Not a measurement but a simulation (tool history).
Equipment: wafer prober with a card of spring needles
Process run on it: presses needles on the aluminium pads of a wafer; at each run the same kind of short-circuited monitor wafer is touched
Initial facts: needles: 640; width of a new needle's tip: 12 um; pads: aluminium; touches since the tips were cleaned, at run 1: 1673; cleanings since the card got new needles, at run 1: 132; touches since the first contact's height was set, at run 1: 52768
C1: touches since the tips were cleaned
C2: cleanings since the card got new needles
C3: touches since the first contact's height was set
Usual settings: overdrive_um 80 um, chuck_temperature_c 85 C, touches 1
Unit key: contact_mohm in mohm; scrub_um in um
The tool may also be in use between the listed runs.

{"run": 1, "hour": 0.0, "overdrive_um": 80, "chuck_temperature_c": 85, "touches": 1, "C1": 1673, "C2": 132, "C3": 52768, "contact_mohm": 146, "scrub_um": 16.47}
{"hour": 10.3, "done": "tips cleaned on abrasive film"}
{"hour": 24.0, "done": "tips cleaned on abrasive film"}
{"hour": 41.1, "done": "tips cleaned on abrasive film"}
{"run": 2, "hour": 43.0, "overdrive_um": 80, "chuck_temperature_c": 85, "touches": 1, "C1": 602, "C2": 135, "C3": 65883, "contact_mohm": 144, "scrub_um": 16.62}
{"hour": 56.7, "done": "tips cleaned on abrasive film"}
{"hour": 73.8, "done": "tips cleaned on abrasive film"}
{"hour": 90.9, "done": "tips cleaned on abrasive film"}
{"run": 3, "hour": 99.8, "overdrive_um": 87, "chuck_temperature_c": 85, "touches": 1, "C1": 2752, "C2": 138, "C3": 83235, "contact_mohm": 146, "scrub_um": 18.05}
{"hour": 106.7, "done": "tips cleaned on abrasive film"}
{"hour": 123.8, "done": "tips cleaned on abrasive film"}
{"hour": 140.9, "done": "tips cleaned on abrasive film"}
{"hour": 158.0, "done": "tips cleaned on abrasive film"}
{"run": 4, "hour": 162.5, "overdrive_um": 80, "chuck_temperature_c": 85, "touches": 1, "C1": 1385, "C2": 142, "C3": 102347, "contact_mohm": 145, "scrub_um": 16.39}
{"hour": 172.5, "done": "tips cleaned on abrasive film"}
{"hour": 189.5, "done": "tips cleaned on abrasive film"}
{"run": 5, "hour": 201.2, "overdrive_um": 80, "chuck_temperature_c": 85, "touches": 1, "C1": 3597, "C2": 144, "C3": 114176, "contact_mohm": 150, "scrub_um": 16.54}
{"hour": 204.7, "done": "tips cleaned on abrasive film"}
{"hour": 221.8, "done": "tips cleaned on abrasive film"}
{"hour": 238.4, "done": "tips cleaned on abrasive film"}
{"run": 6, "hour": 238.4, "overdrive_um": 70, "chuck_temperature_c": 85, "touches": 1, "C1": 0, "C2": 147, "C3": 125495, "contact_mohm": 146, "scrub_um": 14.33}
{"hour": 255.5, "done": "tips cleaned on abrasive film"}
{"hour": 272.6, "done": "tips cleaned on abrasive film"}
{"hour": 289.6, "done": "tips cleaned on abrasive film"}
{"hour": 305.3, "done": "tips cleaned on abrasive film"}
{"run": 7, "hour": 305.3, "overdrive_um": 70, "chuck_temperature_c": 71, "touches": 1, "C1": 0, "C2": 151, "C3": 145927, "contact_mohm": 146, "scrub_um": 14.31}
{"hour": 319.0, "done": "tips cleaned on abrasive film"}
{"hour": 336.1, "done": "tips cleaned on abrasive film"}
{"hour": 353.1, "done": "tips cleaned on abrasive film"}
{"hour": 370.1, "done": "tips cleaned on abrasive film"}
{"run": 8, "hour": 378.9, "overdrive_um": 70, "chuck_temperature_c": 71, "touches": 2, "C1": 2689, "C2": 155, "C3": 168388, "contact_mohm": 147, "scrub_um": 14.29}
{"hour": 385.8, "done": "tips cleaned on abrasive film"}
{"hour": 402.7, "done": "tips cleaned on abrasive film"}
{"hour": 417.2, "done": "tips cleaned on abrasive film"}
{"run": 9, "hour": 417.2, "overdrive_um": 80, "chuck_temperature_c": 85, "touches": 1, "C1": 0, "C2": 158, "C3": 180045, "contact_mohm": 144, "scrub_um": 16.35}
{"hour": 434.3, "done": "tips cleaned on abrasive film"}
{"hour": 451.1, "done": "tips cleaned on abrasive film"}
{"hour": 468.2, "done": "tips cleaned on abrasive film"}
{"hour": 482.6, "done": "tips cleaned on abrasive film"}
{"run": 10, "hour": 482.6, "overdrive_um": 90, "chuck_temperature_c": 85, "touches": 1, "C1": 0, "C2": 162, "C3": 200006, "contact_mohm": 145, "scrub_um": 18.54}
{"hour": 496.3, "done": "tips cleaned on abrasive film"}
{"hour": 503.4, "done": "height of the first contact set anew"}
{"hour": 513.7, "done": "tips cleaned on abrasive film"}
{"hour": 530.7, "done": "tips cleaned on abrasive film"}
{"run": 11, "hour": 531.1, "overdrive_um": 90, "chuck_temperature_c": 85, "touches": 1, "C1": 110, "C2": 165, "C3": 8442, "contact_mohm": 146, "scrub_um": 18.48}
{"hour": 544.8, "done": "tips cleaned on abrasive film"}
{"hour": 561.8, "done": "tips cleaned on abrasive film"}
{"hour": 578.9, "done": "tips cleaned on abrasive film"}
{"run": 12, "hour": 588.2, "overdrive_um": 62, "chuck_temperature_c": 54, "touches": 2, "C1": 2858, "C2": 168, "C3": 25898, "contact_mohm": 144, "scrub_um": 12.64}
{"hour": 595.1, "done": "tips cleaned on abrasive film"}
{"hour": 612.2, "done": "tips cleaned on abrasive film"}
{"hour": 627.6, "done": "tips cleaned on abrasive film"}
{"run": 13, "hour": 627.6, "overdrive_um": 62, "chuck_temperature_c": 54, "touches": 2, "C1": 0, "C2": 171, "C3": 37881, "contact_mohm": 148, "scrub_um": 12.72}
{"hour": 641.3, "done": "tips cleaned on abrasive film"}
{"hour": 658.3, "done": "tips cleaned on abrasive film"}
{"hour": 672.0, "done": "tips cleaned on abrasive film"}
{"hour": 686.2, "done": "tips cleaned on abrasive film"}
{"run": 14, "hour": 686.2, "overdrive_um": 99, "chuck_temperature_c": 60, "touches": 1, "C1": 0, "C2": 175, "C3": 55757, "contact_mohm": 139, "scrub_um": 20.14}
{"hour": 703.3, "done": "tips cleaned on abrasive film"}
{"hour": 720.4, "done": "tips cleaned on abrasive film"}
{"run": 15, "hour": 723.2, "overdrive_um": 82, "chuck_temperature_c": 111, "touches": 1, "C1": 864, "C2": 177, "C3": 67049, "contact_mohm": 152, "scrub_um": 16.83}
{"hour": 736.8, "done": "tips cleaned on abrasive film"}
{"hour": 753.8, "done": "tips cleaned on abrasive film"}
{"run": 16, "hour": 762.4, "overdrive_um": 82, "chuck_temperature_c": 111, "touches": 1, "C1": 2630, "C2": 179, "C3": 79036, "contact_mohm": 152, "scrub_um": 16.71}
{"hour": 769.3, "done": "tips cleaned on abrasive film"}
{"hour": 786.4, "done": "tips cleaned on abrasive film"}
{"hour": 803.2, "done": "tips cleaned on abrasive film"}
{"hour": 816.8, "done": "tips cleaned on abrasive film"}
{"run": 17, "hour": 821.6, "overdrive_um": 72, "chuck_temperature_c": 85, "touches": 1, "C1": 1455, "C2": 183, "C3": 97080, "contact_mohm": 153, "scrub_um": 14.65}
{"hour": 831.9, "done": "tips cleaned on abrasive film"}
{"hour": 849.0, "done": "tips cleaned on abrasive film"}
{"hour": 866.0, "done": "tips cleaned on abrasive film"}
{"run": 18, "hour": 874.5, "overdrive_um": 80, "chuck_temperature_c": 39, "touches": 2, "C1": 2610, "C2": 186, "C3": 113244, "contact_mohm": 140, "scrub_um": 16.27}
{"hour": 881.4, "done": "tips cleaned on abrasive film"}
{"hour": 898.5, "done": "tips cleaned on abrasive film"}
{"hour": 915.6, "done": "tips cleaned on abrasive film"}
{"hour": 930.9, "done": "tips cleaned on abrasive film"}
{"run": 19, "hour": 930.9, "overdrive_um": 63, "chuck_temperature_c": 39, "touches": 1, "C1": 0, "C2": 190, "C3": 130412, "contact_mohm": 144, "scrub_um": 12.88}
{"hour": 947.9, "done": "tips cleaned on abrasive film"}
{"hour": 964.9, "done": "tips cleaned on abrasive film"}
{"hour": 981.9, "done": "tips cleaned on abrasive film"}
{"run": 20, "hour": 981.9, "overdrive_um": 74, "chuck_temperature_c": 39, "touches": 3, "C1": 0, "C2": 193, "C3": 145978, "contact_mohm": 141, "scrub_um": 15.18}
{"hour": 998.9, "done": "tips cleaned on abrasive film"}
{"hour": 1016.0, "done": "tips cleaned on abrasive film"}
{"run": 21, "hour": 1022.6, "overdrive_um": 60, "chuck_temperature_c": 47, "touches": 1, "C1": 2025, "C2": 195, "C3": 158431, "contact_mohm": 146, "scrub_um": 12.18}
{"hour": 1032.9, "done": "tips cleaned on abrasive film"}
{"hour": 1050.0, "done": "tips cleaned on abrasive film"}
{"hour": 1066.8, "done": "tips cleaned on abrasive film"}
{"run": 22, "hour": 1066.8, "overdrive_um": 88, "chuck_temperature_c": 28, "touches": 1, "C1": 0, "C2": 198, "C3": 171899, "contact_mohm": 135, "scrub_um": 17.78}

Predict each of these 5 candidate next runs independently; none follows another, all start after run 22:
{"hour": 1083.9, "done": "tips cleaned on abrasive film"}
{"hour": 1097.6, "done": "tips cleaned on abrasive film"}
{"hour": 1114.6, "done": "tips cleaned on abrasive film"}
{"run": "A", "hour": 1115.5, "overdrive_um": 88, "chuck_temperature_c": 67, "touches": 2, "C1": 248, "C2": 201, "C3": 186745, "contact_mohm": "?", "scrub_um": "?"}
{"hour": 1083.9, "done": "tips cleaned on abrasive film"}
{"hour": 1097.6, "done": "tips cleaned on abrasive film"}
{"hour": 1114.6, "done": "tips cleaned on abrasive film"}
{"run": "B", "hour": 1115.5, "overdrive_um": 88, "chuck_temperature_c": 28, "touches": 1, "C1": 248, "C2": 201, "C3": 186745, "contact_mohm": "?", "scrub_um": "?"}
{"hour": 1083.9, "done": "tips cleaned on abrasive film"}
{"hour": 1097.6, "done": "tips cleaned on abrasive film"}
{"hour": 1114.6, "done": "tips cleaned on abrasive film"}
{"run": "C", "hour": 1115.5, "overdrive_um": 68, "chuck_temperature_c": 28, "touches": 1, "C1": 248, "C2": 201, "C3": 186745, "contact_mohm": "?", "scrub_um": "?"}
{"hour": 1083.9, "done": "tips cleaned on abrasive film"}
{"hour": 1097.6, "done": "tips cleaned on abrasive film"}
{"hour": 1114.6, "done": "tips cleaned on abrasive film"}
{"run": "D", "hour": 1115.5, "overdrive_um": 88, "chuck_temperature_c": 42, "touches": 1, "C1": 248, "C2": 201, "C3": 186745, "contact_mohm": "?", "scrub_um": "?"}
{"hour": 1083.9, "done": "tips cleaned on abrasive film"}
{"hour": 1097.6, "done": "tips cleaned on abrasive film"}
{"hour": 1114.6, "done": "tips cleaned on abrasive film"}
{"run": "E", "hour": 1115.5, "overdrive_um": 80, "chuck_temperature_c": 74, "touches": 2, "C1": 248, "C2": 201, "C3": 186745, "contact_mohm": "?", "scrub_um": "?"}

run=A contact_mohm=138 scrub_um=17.95
run=B contact_mohm=134 scrub_um=17.96
run=C contact_mohm=140 scrub_um=13.83
run=D contact_mohm=140 scrub_um=17.86
run=E contact_mohm=143 scrub_um=16.20
Without the tool's hidden state the same runs would have given:
run=A contact_mohm=138 scrub_um=18.25
run=B contact_mohm=134 scrub_um=18.26
run=C contact_mohm=140 scrub_um=14.06
run=D contact_mohm=140 scrub_um=18.16
run=E contact_mohm=143 scrub_um=16.47
